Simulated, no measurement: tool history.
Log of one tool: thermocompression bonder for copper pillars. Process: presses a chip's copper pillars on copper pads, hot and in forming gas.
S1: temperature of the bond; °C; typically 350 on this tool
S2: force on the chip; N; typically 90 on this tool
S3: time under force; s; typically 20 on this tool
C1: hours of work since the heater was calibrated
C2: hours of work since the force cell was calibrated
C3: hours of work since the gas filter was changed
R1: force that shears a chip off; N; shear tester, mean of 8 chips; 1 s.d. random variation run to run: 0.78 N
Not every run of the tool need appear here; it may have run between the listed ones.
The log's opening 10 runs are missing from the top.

Run 11, hour 344.2: usual settings but S3 18 s; C1 505; C2 930; C3 210. Result: R1 93.9 N.
Run 12, hour 391.7: usual settings but S2 79 N; C1 525; C2 950; C3 230. Result: R1 88.7 N.
Run 13, hour 427.6: usual settings but S2 55 N; C1 539; C2 964; C3 244. Result: R1 66.4 N.
Run 14, hour 471.6: usual settings but S2 55 N; C1 557; C2 982; C3 262. Result: R1 66.1 N.
Run 15, hour 514.4: usual settings; C1 575; C2 1000; C3 280. Result: R1 95.1 N.
Run 16, hour 560.7: usual settings but S2 80 N; C1 594; C2 1019; C3 299. Result: R1 88.2 N.
Run 17, hour 595.5: usual settings but S2 80 N, S3 55 s; C1 608; C2 1033; C3 313. Result: R1 109.1 N.
Run 18, hour 642.8: usual settings but S2 80 N, S3 55 s; C1 627; C2 1052; C3 332. Result: R1 108.5 N.
Run 19, hour 663.1: usual settings but S2 80 N, S3 55 s; C1 635; C2 1060; C3 340. Result: R1 108.1 N.
Run 20, hour 708.5: usual settings but S1 371 °C, S2 80 N, S3 55 s; C1 654; C2 1079; C3 359. Result: R1 114.0 N.
At hour 712.4: force cell calibrated.
Run 21, hour 736.9: usual settings but S1 371 °C, S2 80 N, S3 55 s; C1 665; C2 10; C3 370. Result: R1 114.0 N.
Run 22, hour 761.4: usual settings but S1 356 °C, S2 56 N; C1 675; C2 20; C3 380. Result: R1 66.9 N.
Run 23, hour 809.1: usual settings but S1 336 °C, S2 85 N; C1 694; C2 39; C3 399. Result: R1 76.8 N.
Run 24, hour 855.6: usual settings but S1 375 °C, S2 130 N, S3 28 s; C1 713; C2 58; C3 418. Result: R1 119.4 N.

Estimate the outcome of run 25 from the log above:
At hour 894.6: forming gas filter changed.
Run 25, hour 897.8: usual settings but S1 341 °C, S2 106 N, S3 40 s; C1 730; C2 75; C3 1. Result: R1 ?.

R1: 119.4 N
Minus the tool's unlogged condition, the same run would have read R1 117.6 N.
